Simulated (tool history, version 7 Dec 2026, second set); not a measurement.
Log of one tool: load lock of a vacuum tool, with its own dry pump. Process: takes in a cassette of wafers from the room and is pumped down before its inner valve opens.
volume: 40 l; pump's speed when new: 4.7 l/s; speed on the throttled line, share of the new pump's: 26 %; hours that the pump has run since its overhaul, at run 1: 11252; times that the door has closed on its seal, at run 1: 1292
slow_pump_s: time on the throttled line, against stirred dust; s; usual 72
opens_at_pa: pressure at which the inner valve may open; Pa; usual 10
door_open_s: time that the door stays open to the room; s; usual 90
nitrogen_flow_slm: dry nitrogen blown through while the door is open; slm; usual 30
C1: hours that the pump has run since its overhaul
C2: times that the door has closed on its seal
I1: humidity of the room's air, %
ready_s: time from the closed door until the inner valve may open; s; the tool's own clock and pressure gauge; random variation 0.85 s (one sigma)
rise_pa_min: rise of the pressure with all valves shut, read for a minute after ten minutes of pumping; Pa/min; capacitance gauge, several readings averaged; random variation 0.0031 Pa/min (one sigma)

{"run": 1, "hour": 0.0, "slow_pump_s": 72, "opens_at_pa": 10, "door_open_s": 90, "nitrogen_flow_slm": 30, "C1": 11252, "C2": 1292, "I1": 42.7, "ready_s": 139.2, "rise_pa_min": 0.052}
{"run": 2, "hour": 172.5, "slow_pump_s": 72, "opens_at_pa": 10, "door_open_s": 90, "nitrogen_flow_slm": 30, "C1": 11424, "C2": 1477, "I1": 43.7, "ready_s": 140.7, "rise_pa_min": 0.052}
{"run": 3, "hour": 302.0, "slow_pump_s": 72, "opens_at_pa": 10, "door_open_s": 90, "nitrogen_flow_slm": 30, "C1": 11554, "C2": 1616, "I1": 46.2, "ready_s": 139.2, "rise_pa_min": 0.058}
{"run": 4, "hour": 445.2, "slow_pump_s": 72, "opens_at_pa": 10, "door_open_s": 90, "nitrogen_flow_slm": 30, "C1": 11697, "C2": 1769, "I1": 45.3, "ready_s": 140.4, "rise_pa_min": 0.062}
{"run": 5, "hour": 604.5, "slow_pump_s": 72, "opens_at_pa": 10, "door_open_s": 90, "nitrogen_flow_slm": 30, "C1": 11856, "C2": 1940, "I1": 49.3, "ready_s": 142.2, "rise_pa_min": 0.069}
{"run": 6, "hour": 710.1, "slow_pump_s": 72, "opens_at_pa": 10, "door_open_s": 90, "nitrogen_flow_slm": 30, "C1": 11962, "C2": 2053, "I1": 46.6, "ready_s": 140.0, "rise_pa_min": 0.073}
{"run": 7, "hour": 865.0, "slow_pump_s": 72, "opens_at_pa": 10, "door_open_s": 114, "nitrogen_flow_slm": 30, "C1": 12117, "C2": 2219, "I1": 45.3, "ready_s": 141.5, "rise_pa_min": 0.072}
{"run": 8, "hour": 1036.9, "slow_pump_s": 72, "opens_at_pa": 10, "door_open_s": 114, "nitrogen_flow_slm": 30, "C1": 12289, "C2": 2403, "I1": 43.3, "ready_s": 140.2, "rise_pa_min": 0.075}
{"run": 9, "hour": 1192.9, "slow_pump_s": 126, "opens_at_pa": 17, "door_open_s": 90, "nitrogen_flow_slm": 42, "C1": 12445, "C2": 2570, "I1": 45.7, "ready_s": 173.2, "rise_pa_min": 0.056}
{"run": 10, "hour": 1422.0, "slow_pump_s": 126, "opens_at_pa": 17, "door_open_s": 90, "nitrogen_flow_slm": 42, "C1": 12674, "C2": 2815, "I1": 47.2, "ready_s": 174.6, "rise_pa_min": 0.058}
{"run": 11, "hour": 1620.4, "slow_pump_s": 126, "opens_at_pa": 17, "door_open_s": 90, "nitrogen_flow_slm": 42, "C1": 12872, "C2": 3028, "I1": 49.0, "ready_s": 174.4, "rise_pa_min": 0.065}
{"run": 12, "hour": 1838.2, "slow_pump_s": 95, "opens_at_pa": 10, "door_open_s": 34, "nitrogen_flow_slm": 4, "C1": 13090, "C2": 3261, "I1": 43.3, "ready_s": 157.0, "rise_pa_min": 0.064}
{"run": 13, "hour": 2033.9, "slow_pump_s": 95, "opens_at_pa": 10, "door_open_s": 34, "nitrogen_flow_slm": 4, "C1": 13286, "C2": 3471, "I1": 47.1, "ready_s": 156.9, "rise_pa_min": 0.06}
{"run": 14, "hour": 2218.4, "slow_pump_s": 95, "opens_at_pa": 10, "door_open_s": 34, "nitrogen_flow_slm": 4, "C1": 13470, "C2": 3669, "I1": 46.3, "ready_s": 156.6, "rise_pa_min": 0.062}
{"run": 15, "hour": 2431.1, "slow_pump_s": 50, "opens_at_pa": 16, "door_open_s": 34, "nitrogen_flow_slm": 4, "C1": 13683, "C2": 3896, "I1": 44.0, "ready_s": 120.4, "rise_pa_min": 0.064}

The same runs without the tool's hidden state, with the same run-to-run variation:
The hidden state here: pump's speed, % of a new pump's; leak at the door's seal, Pa l/s; drift of the gauge itself on ready_s, %; drift of the gauge itself on rise_pa_min, %.
run=1 ready_s=131.5 rise_pa_min=0.047
run=2 ready_s=132.7 rise_pa_min=0.046
run=3 ready_s=131.1 rise_pa_min=0.052
run=4 ready_s=132.2 rise_pa_min=0.055
run=5 ready_s=133.9 rise_pa_min=0.061
run=6 ready_s=131.6 rise_pa_min=0.064
run=7 ready_s=133.1 rise_pa_min=0.063
run=8 ready_s=131.7 rise_pa_min=0.065
run=9 ready_s=167.3 rise_pa_min=0.045
run=10 ready_s=168.4 rise_pa_min=0.046
run=11 ready_s=168.2 rise_pa_min=0.052
run=12 ready_s=148.7 rise_pa_min=0.051
run=13 ready_s=148.4 rise_pa_min=0.045
run=14 ready_s=148.1 rise_pa_min=0.047
run=15 ready_s=110.4 rise_pa_min=0.047

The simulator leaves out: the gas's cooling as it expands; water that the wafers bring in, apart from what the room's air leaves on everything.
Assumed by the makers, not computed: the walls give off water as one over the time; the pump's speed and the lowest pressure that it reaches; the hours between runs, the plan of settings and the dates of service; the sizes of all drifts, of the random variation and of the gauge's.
